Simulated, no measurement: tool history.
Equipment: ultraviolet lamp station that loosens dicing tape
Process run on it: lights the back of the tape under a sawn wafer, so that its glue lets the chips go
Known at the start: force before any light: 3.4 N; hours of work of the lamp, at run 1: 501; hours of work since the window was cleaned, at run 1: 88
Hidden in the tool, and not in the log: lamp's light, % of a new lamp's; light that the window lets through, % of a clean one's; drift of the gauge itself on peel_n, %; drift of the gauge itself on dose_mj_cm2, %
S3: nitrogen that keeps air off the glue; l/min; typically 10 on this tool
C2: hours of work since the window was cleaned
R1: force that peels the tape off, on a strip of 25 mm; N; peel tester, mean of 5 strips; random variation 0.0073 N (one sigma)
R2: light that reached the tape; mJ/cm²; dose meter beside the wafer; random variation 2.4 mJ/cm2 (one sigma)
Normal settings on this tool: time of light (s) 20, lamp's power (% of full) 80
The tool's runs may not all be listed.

Run 1, hour 0: usual settings; hours of work of the lamp 501; C2 88. Result: R1 0.337 N, R2 221 mJ/cm².
Run 2, hour 33.4: usual settings but S3 3 l/min; hours of work of the lamp 527; C2 114. Result: R1 0.776 N, R2 216 mJ/cm².
Run 3, hour 55.5: usual settings but S3 3 l/min; hours of work of the lamp 544; C2 132. Result: R1 0.809 N, R2 214 mJ/cm².
Run 4, hour 84.8: usual settings but S3 3 l/min; hours of work of the lamp 567; C2 154. Result: R1 0.83 N, R2 212 mJ/cm².
Run 5, hour 119: usual settings but time of light (s) 17; hours of work of the lamp 594; C2 181. Result: R1 0.498 N, R2 175 mJ/cm².
Run 6, hour 151: usual settings but time of light (s) 28; hours of work of the lamp 618; C2 206. Result: R1 0.199 N, R2 283 mJ/cm².
Run 7, hour 175.3: usual settings but time of light (s) 28; hours of work of the lamp 637; C2 225. Result: R1 0.209 N, R2 284 mJ/cm².
Run 8, hour 195.1: usual settings but S3 19 l/min; hours of work of the lamp 653; C2 240. Result: R1 0.256 N, R2 198 mJ/cm².
Run 9, hour 221.1: usual settings but S3 19 l/min; hours of work of the lamp 673; C2 260. Result: R1 0.255 N, R2 197 mJ/cm².
Run 10, hour 245.3: usual settings but S3 19 l/min; hours of work of the lamp 692; C2 279. Result: R1 0.271 N, R2 194 mJ/cm².
Run 11, hour 280.3: usual settings but S3 19 l/min; hours of work of the lamp 719; C2 306. Result: R1 0.282 N, R2 191 mJ/cm².
Run 12, hour 300.7: usual settings but S3 19 l/min; hours of work of the lamp 735; C2 322. Result: R1 0.294 N, R2 189 mJ/cm².
Run 13, hour 317.5: usual settings but S3 19 l/min; hours of work of the lamp 748; C2 335. Result: R1 0.286 N, R2 190 mJ/cm².
Run 14, hour 337.7: usual settings but S3 19 l/min; hours of work of the lamp 764; C2 351. Result: R1 0.296 N, R2 189 mJ/cm².
Run 15, hour 356.4: usual settings but lamp's power (% of full) 84, S3 19 l/min; hours of work of the lamp 778; C2 366. Result: R1 0.265 N, R2 198 mJ/cm².
Run 16, hour 380.4: usual settings but time of light (s) 16, lamp's power (% of full) 96, S3 5 l/min; hours of work of the lamp 797; C2 384. Result: R1 0.786 N, R2 180 mJ/cm².
Run 17, hour 418.1: usual settings but time of light (s) 16, lamp's power (% of full) 96, S3 5 l/min; hours of work of the lamp 826; C2 414. Result: R1 0.811 N, R2 178 mJ/cm².
At hour 430.3: window cleaned of glue's vapour.
Run 18, hour 449.6: usual settings but time of light (s) 16, lamp's power (% of full) 66, S3 7 l/min; hours of work of the lamp 850; C2 15. Result: R1 0.873 N, R2 143 mJ/cm².
Run 19, hour 479.2: usual settings but time of light (s) 16, lamp's power (% of full) 66, S3 7 l/min; hours of work of the lamp 873; C2 38. Result: R1 0.849 N, R2 138 mJ/cm².

Forecast run 20:
Run 20, hour 509.2: usual settings but time of light (s) 33, S3 4 l/min; hours of work of the lamp 897; C2 61. Result: R1 ?, R2 ?.

Run 20 produced R1 0.299 N, R2 340 mJ/cm².
With the hidden condition absent and the run-to-run variation left alone, this run would have shown R1 0.216 N, R2 407 mJ/cm².

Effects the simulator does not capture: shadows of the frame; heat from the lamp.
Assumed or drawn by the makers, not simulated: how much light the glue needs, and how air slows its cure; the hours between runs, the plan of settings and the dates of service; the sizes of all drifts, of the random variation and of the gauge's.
